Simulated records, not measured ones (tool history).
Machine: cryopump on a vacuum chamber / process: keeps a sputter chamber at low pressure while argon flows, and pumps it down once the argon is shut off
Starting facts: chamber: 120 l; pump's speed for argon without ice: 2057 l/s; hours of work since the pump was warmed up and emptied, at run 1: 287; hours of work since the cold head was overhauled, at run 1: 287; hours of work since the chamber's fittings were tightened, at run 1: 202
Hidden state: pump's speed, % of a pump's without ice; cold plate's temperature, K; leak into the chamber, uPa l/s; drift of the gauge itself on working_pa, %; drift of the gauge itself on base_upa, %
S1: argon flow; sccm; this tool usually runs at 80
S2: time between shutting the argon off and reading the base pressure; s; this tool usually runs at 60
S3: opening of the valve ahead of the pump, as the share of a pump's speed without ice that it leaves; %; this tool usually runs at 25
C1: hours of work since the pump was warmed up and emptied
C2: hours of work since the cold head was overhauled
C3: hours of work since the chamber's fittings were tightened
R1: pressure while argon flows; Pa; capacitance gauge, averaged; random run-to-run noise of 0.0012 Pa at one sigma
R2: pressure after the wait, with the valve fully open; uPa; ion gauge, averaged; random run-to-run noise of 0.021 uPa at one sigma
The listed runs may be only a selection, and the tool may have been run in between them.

run     day   S1   S2  S3   C1   C2   C3      R1    R2
  1   0.000   80   60  25  287  287  202  0.2662  0.70
  2   0.475  146   60  25  294  294  208  0.4828  0.75
  3   0.862   80   60  39  299  299  214  0.1714  0.78
  4   1.312   80   60  39  305  305  220  0.1706  0.75
  5   2.075   80   60  39  316  316  230  0.1708  0.78
  6   2.454   80   60  39  321  321  236  0.1715  0.79
  7   3.088   80   60  44  330  330  244  0.1528  0.77
  8   3.596   80   60  44  337  337  251  0.1529  0.76
  9   4.433   80   60  44  349  349  263  0.1548  0.79
 10   4.854   80   60  44  354  354  269  0.1538  0.84
 11   5.250   80   60  44  360  360  274  0.1534  0.84
 12   5.821   80   60  25  368  368  282  0.2652  0.86
 13   6.608  160   60  25  379  379  293  0.5337  0.87
 14   7.333  160   60  25  389  389  303  0.5284  0.88
 15   7.850   80   60  26  396  396  310  0.2572  0.89
 16   8.242   80   60  26  401  401  315  0.2548  0.84
 17   8.875   80   60  26  410  410  324  0.2573  0.92
 18   9.392   55   60  26  417  417  331  0.1772  0.89
 19   9.779   80   60  58  422  422  337  0.1171  0.91
 20  10.629   80   60  58  434  434  348  0.1174  0.94
 21  11.250  106   60  25  443  443  357  0.3539  0.92
 22  11.904   62   51  37  452  452  366  0.1409  1.00
 23  12.362  125   60  39  458  458  372  0.2719  0.94
 24  12.733  125   60  39  463  463  377  0.2703  0.97
 25  13.350  125   60  39  472  472  386  0.2711  1.00
 26  13.971   80  113  30  480  480  395  0.2250  0.82
 27  14.717  128   60  46  491  491  405  0.2375  0.97
 28  15.329  128   60  46  499  499  413  0.2377  0.98
 29  15.696   80   60  33  504  504  418  0.2040  1.01
 30  16.346   85   42  25  513  513  427  0.2856  1.17
 31  16.892   63   60  51  521  521  435  0.1053  1.03
 32  17.533   63   60  51  529  529  444  0.1061  1.03

Table of differences, measured result less the result of that run with no hidden state. Run-to-run variation is the same in both. Gauge scatter possibly is not:
run       R1     R2
  1  +0.0029  +0.25
  2  +0.0054  +0.26
  3  +0.0030  +0.27
  4  +0.0031  +0.28
  5  +0.0032  +0.29
  6  +0.0032  +0.30
  7  +0.0033  +0.31
  8  +0.0033  +0.32
  9  +0.0035  +0.34
 10  +0.0035  +0.34
 11  +0.0036  +0.35
 12  +0.0036  +0.36
 13  +0.0075  +0.38
 14  +0.0076  +0.38
 15  +0.0039  +0.40
 16  +0.0039  +0.38
 17  +0.0040  +0.41
 18  +0.0028  +0.43
 19  +0.0041  +0.42
 20  +0.0042  +0.43
 21  +0.0057  +0.44
 22  +0.0034  +0.45
 23  +0.0070  +0.47
 24  +0.0071  +0.47
 25  +0.0072  +0.48
 26  +0.0047  +0.50
 27  +0.0077  +0.51
 28  +0.0078  +0.53
 29  +0.0049  +0.52
 30  +0.0054  +0.53
 31  +0.0040  +0.54
 32  +0.0041  +0.56
